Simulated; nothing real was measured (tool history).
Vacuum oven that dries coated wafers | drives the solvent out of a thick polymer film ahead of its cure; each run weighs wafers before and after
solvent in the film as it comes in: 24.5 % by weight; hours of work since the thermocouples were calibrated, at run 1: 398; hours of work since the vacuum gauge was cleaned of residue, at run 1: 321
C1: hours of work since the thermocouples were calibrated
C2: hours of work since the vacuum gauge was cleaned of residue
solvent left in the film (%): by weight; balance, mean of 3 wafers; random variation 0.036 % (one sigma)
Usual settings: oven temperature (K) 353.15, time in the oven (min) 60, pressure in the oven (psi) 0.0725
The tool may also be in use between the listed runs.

Run 1, day 0.000: usual settings; C1 398; C2 321. Result: solvent left in the film (%) 1.25.
Run 2, day 0.758: usual settings; C1 407; C2 330. Result: solvent left in the film (%) 1.28.
Run 3, day 1.583: usual settings; C1 418; C2 341. Result: solvent left in the film (%) 1.27.
Run 4, day 1.967: usual settings but time in the oven (min) 39; C1 423; C2 346. Result: solvent left in the film (%) 3.11.
Run 5, day 2.867: usual settings but oven temperature (K) 366.15; C1 434; C2 357. Result: solvent left in the film (%) 0.24.
Run 6, day 3.488: usual settings but oven temperature (K) 366.15; C1 442; C2 365. Result: solvent left in the film (%) 0.17.
Run 7, day 3.954: usual settings but oven temperature (K) 366.15, pressure in the oven (psi) 0.0390; C1 448; C2 371. Result: solvent left in the film (%) 0.13.
Run 8, day 4.829: usual settings but oven temperature (K) 366.15, pressure in the oven (psi) 0.0390; C1 459; C2 382. Result: solvent left in the film (%) 0.05.
Run 9, day 5.200: usual settings but oven temperature (K) 366.15, pressure in the oven (psi) 0.0390; C1 464; C2 387. Result: solvent left in the film (%) 0.13.
Run 10, day 6.079: usual settings but oven temperature (K) 366.15, pressure in the oven (psi) 0.0390; C1 475; C2 398. Result: solvent left in the film (%) 0.17.
Run 11, day 6.488: usual settings; C1 480; C2 403. Result: solvent left in the film (%) 1.29.
Run 12, day 7.350: usual settings but pressure in the oven (psi) 0.0615; C1 491; C2 414. Result: solvent left in the film (%) 1.21.
Run 13, day 8.067: usual settings; C1 500; C2 423. Result: solvent left in the film (%) 1.29.
Run 14, day 8.558: usual settings; C1 507; C2 430. Result: solvent left in the film (%) 1.30.
Run 15, day 9.446: usual settings; C1 518; C2 441. Result: solvent left in the film (%) 1.32.
Run 16, day 10.167: usual settings; C1 527; C2 450. Result: solvent left in the film (%) 1.30.
Run 17, day 11.004: usual settings but oven temperature (K) 361.15, time in the oven (min) 37, pressure in the oven (psi) 0.2241; C1 538; C2 461. Result: solvent left in the film (%) 1.78.
Run 18, day 11.425: usual settings but oven temperature (K) 361.15, time in the oven (min) 37, pressure in the oven (psi) 0.2241; C1 543; C2 466. Result: solvent left in the film (%) 1.77.
Run 19, day 12.133: usual settings but oven temperature (K) 361.15, time in the oven (min) 37, pressure in the oven (psi) 0.2241; C1 552; C2 475. Result: solvent left in the film (%) 1.79.
Run 20, day 12.683: usual settings but oven temperature (K) 361.15, time in the oven (min) 37, pressure in the oven (psi) 0.2241; C1 559; C2 482. Result: solvent left in the film (%) 1.85.

Forecast run 21:
Run 21, day 13.108: usual settings but oven temperature (K) 361.15, time in the oven (min) 37, pressure in the oven (psi) 0.2241; C1 565; C2 488. Result: solvent left in the film (%) ?.

{"run 21": {"solvent left in the film (%)": 1.81}}
Without the tool's hidden state the same run would have given solvent left in the film (%) 1.81.
